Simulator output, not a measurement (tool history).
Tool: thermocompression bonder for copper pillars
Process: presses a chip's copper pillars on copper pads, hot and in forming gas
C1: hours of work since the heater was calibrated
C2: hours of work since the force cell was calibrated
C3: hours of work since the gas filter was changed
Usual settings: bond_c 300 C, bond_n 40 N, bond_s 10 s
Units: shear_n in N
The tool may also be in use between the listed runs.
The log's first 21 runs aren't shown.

Run 22, hour 195.3: usual settings but bond_c 289 C, bond_n 49 N, bond_s 13 s; C1 11; C2 367; C3 48. Result: shear_n 117.2 N.
Run 23, hour 205.5: usual settings but bond_c 275 C, bond_n 26 N; C1 16; C2 372; C3 53. Result: shear_n 74.7 N.
Run 24, hour 217.7: usual settings but bond_n 47 N, bond_s 6 s; C1 23; C2 378; C3 60. Result: shear_n 105.3 N.
Run 25, hour 230.1: usual settings but bond_n 47 N, bond_s 6 s; C1 29; C2 385; C3 66. Result: shear_n 103.6 N.
At hour 233.1: heater calibrated with a thermocouple chip, once more.
Run 26, hour 237.7: usual settings but bond_c 278 C, bond_n 35 N, bond_s 20 s; C1 2; C2 388; C3 69. Result: shear_n 106.0 N.
Run 27, hour 244.3: usual settings but bond_c 278 C, bond_n 35 N, bond_s 20 s; C1 6; C2 391; C3 72. Result: shear_n 104.7 N.
Run 28, hour 254.0: usual settings but bond_c 293 C; C1 11; C2 396; C3 77. Result: shear_n 102.1 N.
Run 29, hour 266.9: usual settings but bond_c 293 C; C1 17; C2 403; C3 84. Result: shear_n 103.3 N.
Run 30, hour 276.7: usual settings but bond_c 290 C; C1 22; C2 408; C3 89. Result: shear_n 101.8 N.
Run 31, hour 286.8: usual settings but bond_c 278 C, bond_n 36 N; C1 28; C2 413; C3 94. Result: shear_n 89.5 N.
Run 32, hour 298.7: usual settings but bond_c 290 C; C1 34; C2 419; C3 100. Result: shear_n 100.4 N.
Run 33, hour 308.8: usual settings but bond_c 290 C; C1 39; C2 424; C3 105. Result: shear_n 99.8 N.
Run 34, hour 322.1: usual settings but bond_c 290 C; C1 46; C2 431; C3 112. Result: shear_n 100.3 N.
Run 35, hour 327.6: usual settings but bond_n 28 N; C1 49; C2 434; C3 115. Result: shear_n 92.6 N.
Run 36, hour 336.9: usual settings but bond_n 28 N; C1 53; C2 439; C3 120. Result: shear_n 92.4 N.
Run 37, hour 347.7: usual settings but bond_c 326 C, bond_n 51 N, bond_s 17 s; C1 59; C2 444; C3 125. Result: shear_n 134.2 N.
Run 38, hour 353.6: usual settings but bond_c 326 C, bond_n 51 N, bond_s 17 s; C1 62; C2 447; C3 128. Result: shear_n 133.4 N.
Run 39, hour 359.1: usual settings but bond_c 306 C, bond_n 46 N, bond_s 25 s; C1 65; C2 450; C3 131. Result: shear_n 129.2 N.
Run 40, hour 368.5: usual settings but bond_c 313 C, bond_n 44 N; C1 70; C2 455; C3 136. Result: shear_n 115.7 N.

3 ways to go on from here, each from the tool as it stands after run 40. What would each give?
Run A, hour 379.7: usual settings but bond_c 304 C, bond_n 44 N, bond_s 15 s; C1 75; C2 461; C3 142. Result: shear_n ?.
Run B, hour 379.7: usual settings but bond_c 319 C, bond_s 8 s; C1 75; C2 461; C3 142. Result: shear_n ?.
Run C, hour 379.7: usual settings but bond_c 317 C, bond_n 43 N; C1 75; C2 461; C3 142. Result: shear_n ?.

run  shear_n
  A    117.9
  B    111.2
  C    115.1
Without the tool's hidden state the same runs would have given:
run  shear_n
  A    122.5
  B    115.0
  C    119.4
